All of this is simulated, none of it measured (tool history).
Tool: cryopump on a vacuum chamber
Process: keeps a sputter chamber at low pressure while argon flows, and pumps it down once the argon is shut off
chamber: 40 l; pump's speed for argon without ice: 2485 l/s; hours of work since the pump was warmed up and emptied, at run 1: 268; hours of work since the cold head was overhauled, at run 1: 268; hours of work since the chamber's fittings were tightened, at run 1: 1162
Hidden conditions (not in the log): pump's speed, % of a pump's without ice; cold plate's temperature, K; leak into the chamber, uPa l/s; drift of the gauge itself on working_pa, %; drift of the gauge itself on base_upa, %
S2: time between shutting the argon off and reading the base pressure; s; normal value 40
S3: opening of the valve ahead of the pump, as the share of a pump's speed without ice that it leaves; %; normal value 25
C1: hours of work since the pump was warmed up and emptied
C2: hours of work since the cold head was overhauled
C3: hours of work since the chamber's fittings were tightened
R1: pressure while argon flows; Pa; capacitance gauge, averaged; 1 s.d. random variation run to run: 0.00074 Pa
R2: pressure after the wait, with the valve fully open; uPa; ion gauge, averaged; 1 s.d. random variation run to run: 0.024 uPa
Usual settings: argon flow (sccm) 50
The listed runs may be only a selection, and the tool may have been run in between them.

{"run": 1, "day": 0.0, "argon flow (sccm)": 50, "S2": 40, "S3": 25, "C1": 268, "C2": 268, "C3": 1162, "R1": 0.1391, "R2": 1.25}
{"run": 2, "day": 0.338, "argon flow (sccm)": 50, "S2": 40, "S3": 25, "C1": 272, "C2": 272, "C3": 1166, "R1": 0.1392, "R2": 1.25}
{"run": 3, "day": 0.775, "argon flow (sccm)": 50, "S2": 40, "S3": 25, "C1": 277, "C2": 277, "C3": 1171, "R1": 0.1393, "R2": 1.23}
{"run": 4, "day": 1.146, "argon flow (sccm)": 50, "S2": 40, "S3": 25, "C1": 281, "C2": 281, "C3": 1175, "R1": 0.1391, "R2": 1.28}
{"run": 5, "day": 1.7, "argon flow (sccm)": 50, "S2": 40, "S3": 25, "C1": 288, "C2": 288, "C3": 1181, "R1": 0.1389, "R2": 1.27}
{"run": 6, "day": 2.112, "argon flow (sccm)": 50, "S2": 40, "S3": 25, "C1": 292, "C2": 292, "C3": 1186, "R1": 0.1394, "R2": 1.26}
{"run": 7, "day": 2.646, "argon flow (sccm)": 50, "S2": 40, "S3": 25, "C1": 298, "C2": 298, "C3": 1192, "R1": 0.1408, "R2": 1.29}
{"run": 8, "day": 3.104, "argon flow (sccm)": 50, "S2": 40, "S3": 25, "C1": 303, "C2": 303, "C3": 1197, "R1": 0.1411, "R2": 1.25}
{"run": 9, "day": 3.562, "argon flow (sccm)": 50, "S2": 40, "S3": 25, "C1": 309, "C2": 309, "C3": 1202, "R1": 0.1391, "R2": 1.25}
{"run": 10, "day": 3.838, "argon flow (sccm)": 50, "S2": 40, "S3": 25, "C1": 312, "C2": 312, "C3": 1205, "R1": 0.1404, "R2": 1.29}
{"run": 11, "day": 4.425, "argon flow (sccm)": 50, "S2": 40, "S3": 25, "C1": 318, "C2": 318, "C3": 1212, "R1": 0.1395, "R2": 1.25}
{"run": 12, "day": 4.762, "argon flow (sccm)": 50, "S2": 40, "S3": 25, "C1": 322, "C2": 322, "C3": 1216, "R1": 0.1383, "R2": 1.26}
{"run": 13, "day": 5.379, "argon flow (sccm)": 50, "S2": 40, "S3": 25, "C1": 329, "C2": 329, "C3": 1223, "R1": 0.1404, "R2": 1.3}
{"run": 14, "day": 5.917, "argon flow (sccm)": 50, "S2": 40, "S3": 25, "C1": 335, "C2": 335, "C3": 1229, "R1": 0.141, "R2": 1.24}
{"run": 15, "day": 6.379, "argon flow (sccm)": 50, "S2": 40, "S3": 25, "C1": 340, "C2": 340, "C3": 1234, "R1": 0.1405, "R2": 1.29}
{"run": 16, "day": 6.938, "argon flow (sccm)": 50, "S2": 40, "S3": 25, "C1": 347, "C2": 347, "C3": 1240, "R1": 0.1399, "R2": 1.28}
{"run": 17, "day": 7.383, "argon flow (sccm)": 28, "S2": 40, "S3": 25, "C1": 352, "C2": 352, "C3": 1245, "R1": 0.0788, "R2": 1.28}
{"run": 18, "day": 7.854, "argon flow (sccm)": 28, "S2": 40, "S3": 25, "C1": 357, "C2": 357, "C3": 1250, "R1": 0.0781, "R2": 1.28}
{"run": 19, "day": 8.271, "argon flow (sccm)": 28, "S2": 40, "S3": 25, "C1": 362, "C2": 362, "C3": 1255, "R1": 0.0783, "R2": 1.28}

Run 20 has not been measured yet. What should we expect?
{"run": 20, "day": 8.754, "argon flow (sccm)": 30, "S2": 40, "S3": 18, "C1": 367, "C2": 367, "C3": 1261, "R1": "?", "R2": "?"}

Run 20 measured R1 0.1148 Pa, R2 1.27 uPa.
If the tool had no hidden condition, the same run with the same run-to-run variation would have returned R1 0.1121 Pa, R2 0.84 uPa.

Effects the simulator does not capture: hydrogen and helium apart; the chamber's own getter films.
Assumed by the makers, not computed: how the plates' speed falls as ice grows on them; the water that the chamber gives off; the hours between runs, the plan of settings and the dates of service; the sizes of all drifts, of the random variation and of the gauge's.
